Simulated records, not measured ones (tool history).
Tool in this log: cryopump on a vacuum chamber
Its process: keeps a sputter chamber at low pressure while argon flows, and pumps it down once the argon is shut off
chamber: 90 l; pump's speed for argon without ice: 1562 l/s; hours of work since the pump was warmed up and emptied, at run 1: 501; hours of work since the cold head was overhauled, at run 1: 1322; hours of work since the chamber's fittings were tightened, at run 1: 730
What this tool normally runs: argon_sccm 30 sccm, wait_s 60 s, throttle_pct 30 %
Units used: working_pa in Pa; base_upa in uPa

run     day  argon_sccm  wait_s  throttle_pct  hours of work since the pump was warmed up and emptied  hours of work since the cold head was overhauled  hours of work since the chamber's fittings were tightened  working_pa  base_upa
  1   0.000          30      60            30                                                     501                                              1322                                                        730      0.1159      1.65
  2   1.546          27      60            30                                                     520                                              1342                                                        749      0.1053      1.59
  3   4.546          27      60            30                                                     558                                              1379                                                        787      0.1053      1.64
  4   7.454          30      60            30                                                     594                                              1416                                                        823      0.1185      1.67
  5  10.500          17      60            30                                                     632                                              1454                                                        861      0.0673      1.67
  6  13.121          17      60            30                                                     665                                              1487                                                        894      0.0671      1.67
  7  15.400          23      60            30                                                     693                                              1515                                                        923      0.0921      1.73
  8  18.092          23      60            30                                                     727                                              1549                                                        956      0.0928      1.74
  9  19.796          30      60            40                                                     748                                              1570                                                        978      0.0941      1.79
     21.621  -- pump warmed up, emptied and cooled again
 10  22.567          30      60            40                                                      12                                              1602                                                       1010      0.0817      1.55
 11  25.738          30      60            40                                                      51                                              1642                                                       1049      0.0812      1.60
 12  28.004          30      60            20                                                      80                                              1670                                                       1078      0.1638      1.62
 13  31.012          30      60            30                                                     117                                              1708                                                       1115      0.1101      1.68
 14  32.679          30      60            30                                                     138                                              1729                                                       1136      0.1110      1.61
 15  35.488          30      60            30                                                     173                                              1764                                                       1171      0.1111      1.64
 16  38.671          30      60            30                                                     213                                              1804                                                       1211      0.1110      1.71
 17  41.162          51      60            30                                                     244                                              1835                                                       1242      0.1900      1.74
 18  43.488          25      25            19                                                     273                                              1864                                                       1271      0.1469      3.35
 19  46.788          25      25            19                                                     315                                              1905                                                       1313      0.1468      3.30
 20  49.283          30     229            22                                                     346                                              1936                                                       1344      0.1519      0.96
 21  50.846          36      59            21                                                     366                                              1956                                                       1363      0.1943      1.81
 22  52.696          31      60            30                                                     389                                              1979                                                       1386      0.1162      1.77
 23  55.050          43      35            43                                                     418                                              2008                                                       1416      0.1169      2.63
 24  56.492          24     119            30                                                     436                                              2026                                                       1434      0.0918      1.27
 25  58.721          24     119            30                                                     464                                              2054                                                       1462      0.0918      1.25
 26  62.129          26      64            30                                                     507                                              2097                                                       1504      0.1006      1.76
 27  65.025          14      86            32                                                     543                                              2133                                                       1541      0.0510      1.55
 28  67.929          14      86            32                                                     579                                              2170                                                       1577      0.0518      1.49
 29  70.983          14      86            32                                                     617                                              2208                                                       1615      0.0517      1.57
 30  73.938          51     271            32                                                     654                                              2245                                                       1652      0.1892      1.06
 31  76.196          30     170            15                                                     683                                              2273                                                       1680      0.2283      1.22
 32  78.504          41      37            50                                                     711                                              2302                                                       1709      0.1041      2.69
 33  81.367          18     196            30                                                     747                                              2338                                                       1745      0.0723      1.24

Each run again, without the hidden state but with its own random variation kept:
The hidden state here: pump's speed, % of a pump's without ice; cold plate's temperature, K; leak into the chamber, uPa l/s; drift of the gauge itself on working_pa, %; drift of the gauge itself on base_upa, %.
run  working_pa  base_upa
  1      0.1081      1.34
  2      0.0979      1.28
  3      0.0973      1.31
  4      0.1090      1.32
  5      0.0616      1.30
  6      0.0610      1.29
  7      0.0833      1.32
  8      0.0834      1.31
  9      0.0813      1.34
 10      0.0813      1.27
 11      0.0803      1.30
 12      0.1625      1.32
 13      0.1083      1.34
 14      0.1089      1.28
 15      0.1087      1.29
 16      0.1079      1.33
 17      0.1840      1.35
 18      0.1436      2.94
 19      0.1430      2.87
 20      0.1469      0.50
 21      0.1878      1.34
 22      0.1103      1.30
 23      0.1081      2.14
 24      0.0866      0.77
 25      0.0863      0.74
 26      0.0940      1.22
 27      0.0472      0.99
 28      0.0476      0.91
 29      0.0472      0.95
 30      0.1716      0.42
 31      0.2174      0.56
 32      0.0884      2.00
 33      0.0650      0.53

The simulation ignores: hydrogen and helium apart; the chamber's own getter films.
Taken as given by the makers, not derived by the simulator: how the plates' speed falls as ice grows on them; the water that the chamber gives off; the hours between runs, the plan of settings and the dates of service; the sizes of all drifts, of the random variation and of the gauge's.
